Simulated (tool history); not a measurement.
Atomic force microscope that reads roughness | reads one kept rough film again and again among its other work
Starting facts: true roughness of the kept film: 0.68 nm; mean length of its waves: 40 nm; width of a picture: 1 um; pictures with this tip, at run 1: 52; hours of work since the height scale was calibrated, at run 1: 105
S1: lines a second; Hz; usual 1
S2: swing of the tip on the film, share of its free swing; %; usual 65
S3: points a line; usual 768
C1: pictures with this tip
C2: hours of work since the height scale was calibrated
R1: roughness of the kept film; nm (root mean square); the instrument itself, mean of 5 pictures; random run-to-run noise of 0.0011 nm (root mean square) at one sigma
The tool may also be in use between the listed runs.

{"run": 1, "hour": 0.0, "S1": 1, "S2": 65, "S3": 768, "C1": 52, "C2": 105, "R1": 0.643}
{"run": 2, "hour": 4.7, "S1": 1, "S2": 65, "S3": 768, "C1": 58, "C2": 107, "R1": 0.64}
{"run": 3, "hour": 10.9, "S1": 1, "S2": 65, "S3": 768, "C1": 65, "C2": 110, "R1": 0.642}
{"run": 4, "hour": 20.1, "S1": 1, "S2": 65, "S3": 768, "C1": 76, "C2": 114, "R1": 0.64}
{"run": 5, "hour": 27.0, "S1": 1, "S2": 65, "S3": 768, "C1": 85, "C2": 118, "R1": 0.637}
{"hour": 31.8, "done": "new tip fitted"}
{"run": 6, "hour": 33.2, "S1": 1, "S2": 65, "S3": 768, "C1": 2, "C2": 121, "R1": 0.653}
{"run": 7, "hour": 43.5, "S1": 1, "S2": 65, "S3": 768, "C1": 14, "C2": 126, "R1": 0.648}
{"run": 8, "hour": 50.4, "S1": 1, "S2": 65, "S3": 768, "C1": 23, "C2": 129, "R1": 0.649}
{"run": 9, "hour": 60.9, "S1": 1, "S2": 65, "S3": 293, "C1": 35, "C2": 134, "R1": 0.643}
{"run": 10, "hour": 68.9, "S1": 1, "S2": 65, "S3": 264, "C1": 45, "C2": 138, "R1": 0.639}
{"run": 11, "hour": 75.8, "S1": 1, "S2": 65, "S3": 264, "C1": 53, "C2": 141, "R1": 0.638}
{"hour": 77.4, "done": "height scale calibrated on a step standard"}
{"run": 12, "hour": 87.0, "S1": 1, "S2": 65, "S3": 264, "C1": 66, "C2": 5, "R1": 0.633}
{"run": 13, "hour": 96.2, "S1": 1, "S2": 65, "S3": 264, "C1": 77, "C2": 9, "R1": 0.633}
{"run": 14, "hour": 105.4, "S1": 1, "S2": 65, "S3": 264, "C1": 88, "C2": 14, "R1": 0.632}
{"hour": 107.4, "done": "new tip fitted"}
{"run": 15, "hour": 113.4, "S1": 1.16, "S2": 81, "S3": 413, "C1": 7, "C2": 17, "R1": 0.621}
{"run": 16, "hour": 120.4, "S1": 1.16, "S2": 81, "S3": 413, "C1": 15, "C2": 21, "R1": 0.62}
{"run": 17, "hour": 129.1, "S1": 0.65, "S2": 65, "S3": 768, "C1": 26, "C2": 25, "R1": 0.653}
{"run": 18, "hour": 134.2, "S1": 0.68, "S2": 78, "S3": 768, "C1": 32, "C2": 27, "R1": 0.639}
{"hour": 136.6, "done": "height scale calibrated on a step standard, once more"}
{"run": 19, "hour": 140.9, "S1": 0.68, "S2": 78, "S3": 768, "C1": 39, "C2": 2, "R1": 0.638}
{"run": 20, "hour": 151.2, "S1": 0.86, "S2": 65, "S3": 768, "C1": 51, "C2": 7, "R1": 0.645}
{"run": 21, "hour": 158.1, "S1": 0.76, "S2": 56, "S3": 587, "C1": 60, "C2": 10, "R1": 0.649}
{"run": 22, "hour": 162.6, "S1": 0.63, "S2": 77, "S3": 352, "C1": 65, "C2": 13, "R1": 0.631}

For run 23, what comes out?
{"run": 23, "hour": 169.5, "S1": 1, "S2": 65, "S3": 808, "C1": 74, "C2": 16, "R1": "?"}

{"run 23": {"R1": 0.638}}
With the hidden condition absent and the run-to-run variation left alone, this run would have shown R1 0.654 nm (root mean square).

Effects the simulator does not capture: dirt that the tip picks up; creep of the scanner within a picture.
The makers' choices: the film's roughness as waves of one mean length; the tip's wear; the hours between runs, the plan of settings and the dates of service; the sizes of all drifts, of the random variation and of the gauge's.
